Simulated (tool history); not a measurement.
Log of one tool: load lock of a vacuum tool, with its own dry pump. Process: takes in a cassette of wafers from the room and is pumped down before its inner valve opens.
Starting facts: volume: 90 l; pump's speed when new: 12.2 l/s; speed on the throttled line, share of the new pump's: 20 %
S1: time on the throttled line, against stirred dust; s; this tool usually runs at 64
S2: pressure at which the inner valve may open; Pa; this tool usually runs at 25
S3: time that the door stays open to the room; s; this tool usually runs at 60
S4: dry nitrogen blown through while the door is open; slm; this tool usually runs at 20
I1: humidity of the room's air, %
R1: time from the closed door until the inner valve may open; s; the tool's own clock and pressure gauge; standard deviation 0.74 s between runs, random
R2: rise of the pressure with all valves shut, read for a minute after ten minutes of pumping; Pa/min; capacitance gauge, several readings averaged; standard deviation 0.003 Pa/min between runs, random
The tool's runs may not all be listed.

Run 1, hour 0: usual settings; I1 45.5. Result: R1 111.9 s, R2 0.037 Pa/min.
Run 2, hour 76.6: usual settings; I1 42.7. Result: R1 113.6 s, R2 0.033 Pa/min.
Run 3, hour 184.1: usual settings but S2 40 Pa; I1 46.3. Result: R1 110.3 s, R2 0.038 Pa/min.
Run 4, hour 324.2: usual settings but S2 40 Pa; I1 40.3. Result: R1 109.6 s, R2 0.036 Pa/min.
Run 5, hour 496.8: usual settings but S1 59 s; I1 43.4. Result: R1 107.8 s, R2 0.042 Pa/min.
Run 6, hour 662.3: usual settings but S1 59 s; I1 46. Result: R1 108.5 s, R2 0.034 Pa/min.
Run 7, hour 770.8: usual settings but S3 43 s; I1 41.8. Result: R1 112.7 s, R2 0.032 Pa/min.
Run 8, hour 849.2: usual settings but S3 43 s; I1 44.5. Result: R1 113 s, R2 0.032 Pa/min.
Run 9, hour 934.7: usual settings but S3 43 s; I1 46.5. Result: R1 114 s, R2 0.027 Pa/min.
Run 10, hour 1093.9: usual settings; I1 45.4. Result: R1 113.5 s, R2 0.038 Pa/min.
Run 11, hour 1206.1: usual settings but S3 132 s; I1 44.8. Result: R1 114.3 s, R2 0.061 Pa/min.
Run 12, hour 1382.4: usual settings; I1 43.8. Result: R1 112.6 s, R2 0.036 Pa/min.
Run 13, hour 1518.1: usual settings; I1 47.5. Result: R1 112.3 s, R2 0.042 Pa/min.
Run 14, hour 1618.2: usual settings; I1 43.5. Result: R1 112.5 s, R2 0.038 Pa/min.
Run 15, hour 1713.5: usual settings; I1 40.1. Result: R1 112.3 s, R2 0.037 Pa/min.
Run 16, hour 1881.3: usual settings; I1 45.6. Result: R1 112.8 s, R2 0.039 Pa/min.
Run 17, hour 1969.4: usual settings; I1 45.4. Result: R1 114.1 s, R2 0.035 Pa/min.
Run 18, hour 2124.5: usual settings but S2 32 Pa; I1 45.6. Result: R1 111 s, R2 0.04 Pa/min.
Run 19, hour 2236.2: usual settings but S1 55 s, S2 28 Pa; I1 41.4. Result: R1 106.1 s, R2 0.041 Pa/min.
Run 20, hour 2424.9: usual settings but S1 55 s, S2 22 Pa, S3 33 s; I1 47.4. Result: R1 106.3 s, R2 0.028 Pa/min.
Run 21, hour 2544.6: usual settings but S1 55 s, S2 22 Pa, S3 33 s; I1 44.9. Result: R1 105.3 s, R2 0.028 Pa/min.
Run 22, hour 2696.8: usual settings but S1 55 s, S2 22 Pa, S3 33 s; I1 45.6. Result: R1 106.8 s, R2 0.023 Pa/min.
Run 23, hour 2860.9: usual settings but S1 61 s, S3 95 s, S4 5 slm; I1 40.7. Result: R1 109.6 s, R2 0.067 Pa/min.
Run 24, hour 2949.7: usual settings but S1 61 s, S3 87 s, S4 11 slm; I1 42. Result: R1 110.5 s, R2 0.056 Pa/min.
Run 25, hour 3053.9: usual settings but S2 29 Pa, S3 191 s, S4 6 slm; I1 47.4. Result: R1 112.8 s, R2 0.114 Pa/min.
Run 26, hour 3163.8: usual settings but S2 29 Pa, S3 191 s, S4 6 slm; I1 45.1. Result: R1 111.7 s, R2 0.11 Pa/min.
Run 27, hour 3308.3: usual settings but S1 69 s, S2 29 Pa, S3 29 s, S4 29 slm; I1 46.3. Result: R1 116.6 s, R2 0.019 Pa/min.
Run 28, hour 3385.2: usual settings but S1 125 s, S4 29 slm; I1 41.9. Result: R1 161.5 s, R2 0.034 Pa/min.
Run 29, hour 3489.9: usual settings but S2 20 Pa; I1 46.1. Result: R1 114.6 s, R2 0.045 Pa/min.
Run 30, hour 3624.3: usual settings but S1 67 s, S2 42 Pa; I1 43.7. Result: R1 111.9 s, R2 0.034 Pa/min.
Run 31, hour 3771.4: usual settings but S1 67 s, S2 23 Pa; I1 46.8. Result: R1 116.5 s, R2 0.044 Pa/min.
Run 32, hour 3960.8: usual settings but S2 44 Pa, S4 8 slm; I1 48.9. Result: R1 109.5 s, R2 0.054 Pa/min.
Run 33, hour 4104.2: usual settings but S2 44 Pa, S3 52 s, S4 16 slm; I1 43.7. Result: R1 108.7 s, R2 0.03 Pa/min.

What if the next run were any one of these 4? Each begins from the tool's condition after run 33:
Run A, hour 4251.9: usual settings but S2 19 Pa, S3 52 s, S4 25 slm; I1 45.6. Result: R1 ?, R2 ?.
Run B, hour 4251.9: usual settings but S1 123 s, S2 42 Pa, S3 52 s, S4 15 slm; I1 48.7. Result: R1 ?, R2 ?.
Run C, hour 4251.9: usual settings but S1 68 s, S2 39 Pa; I1 47.1. Result: R1 ?, R2 ?.
Run D, hour 4251.9: usual settings but S3 179 s; I1 46.3. Result: R1 ?, R2 ?.

run     R1     R2
  A  114.9  0.031
  B  156.3  0.044
  C  112.3  0.042
  D  111.8  0.076
Had the tool no hidden state, the same runs would have come out as:
run     R1     R2
  A  114.9   0.03
  B  156.3  0.043
  C  112.3  0.041
  D  111.8  0.075

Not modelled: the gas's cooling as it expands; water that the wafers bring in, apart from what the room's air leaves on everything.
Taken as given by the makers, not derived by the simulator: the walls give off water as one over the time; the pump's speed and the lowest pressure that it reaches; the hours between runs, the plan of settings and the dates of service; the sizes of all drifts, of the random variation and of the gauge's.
